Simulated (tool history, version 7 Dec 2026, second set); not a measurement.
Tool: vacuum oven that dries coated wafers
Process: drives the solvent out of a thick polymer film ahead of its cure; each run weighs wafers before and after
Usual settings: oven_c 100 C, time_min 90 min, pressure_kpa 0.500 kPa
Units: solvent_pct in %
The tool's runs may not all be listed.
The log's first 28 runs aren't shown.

| run | day | oven_c | time_min | pressure_kpa | solvent_pct |
|---|---|---|---|---|---|
| 29 | 42.529 | 104 | 81 | 0.365 | 2.201 |
| 30 | 44.050 | 105 | 131 | 1.809 | 1.203 |
| 31 | 45.804 | 90 | 90 | 0.281 | 5.869 |
| 32 | 47.875 | 109 | 47 | 0.909 | 3.318 |
| 33 | 49.175 | 103 | 109 | 1.875 | 1.941 |
| 34 | 50.442 | 103 | 109 | 1.875 | 1.951 |
|  | 50.733 | oven's thermocouples calibrated |
| 35 | 51.742 | 103 | 109 | 1.875 | 2.093 |
| 36 | 53.633 | 103 | 109 | 1.875 | 2.104 |
| 37 | 55.038 | 103 | 109 | 1.875 | 2.105 |
| 38 | 56.662 | 86 | 47 | 1.335 | 10.187 |
| 39 | 58.033 | 86 | 47 | 1.335 | 10.205 |
| 40 | 59.012 | 86 | 142 | 1.589 | 5.901 |
| 41 | 60.858 | 86 | 114 | 0.450 | 6.349 |
| 42 | 61.729 | 97 | 47 | 0.423 | 6.965 |
| 43 | 63.017 | 108 | 123 | 0.889 | 0.734 |
| 44 | 64.629 | 108 | 123 | 0.889 | 0.722 |
| 45 | 65.983 | 112 | 115 | 1.140 | 0.574 |
| 46 | 67.062 | 114 | 90 | 1.221 | 0.706 |

4 ways to go on from here, each from the tool as it stands after run 46. What would each give?
| A | 68.933 | 97 | 90 | 1.088 | ? |
| B | 68.933 | 113 | 90 | 0.583 | ? |
| C | 68.933 | 88 | 85 | 0.349 | ? |
| D | 68.933 | 97 | 118 | 0.293 | ? |

| run | solvent_pct |
|---|---|
| A | 4.139 |
| B | 0.618 |
| C | 6.997 |
| D | 2.632 |
Without the tool's hidden state the same runs would have given:
| run | solvent_pct |
|---|---|
| A | 4.109 |
| B | 0.589 |
| C | 6.965 |
| D | 2.595 |

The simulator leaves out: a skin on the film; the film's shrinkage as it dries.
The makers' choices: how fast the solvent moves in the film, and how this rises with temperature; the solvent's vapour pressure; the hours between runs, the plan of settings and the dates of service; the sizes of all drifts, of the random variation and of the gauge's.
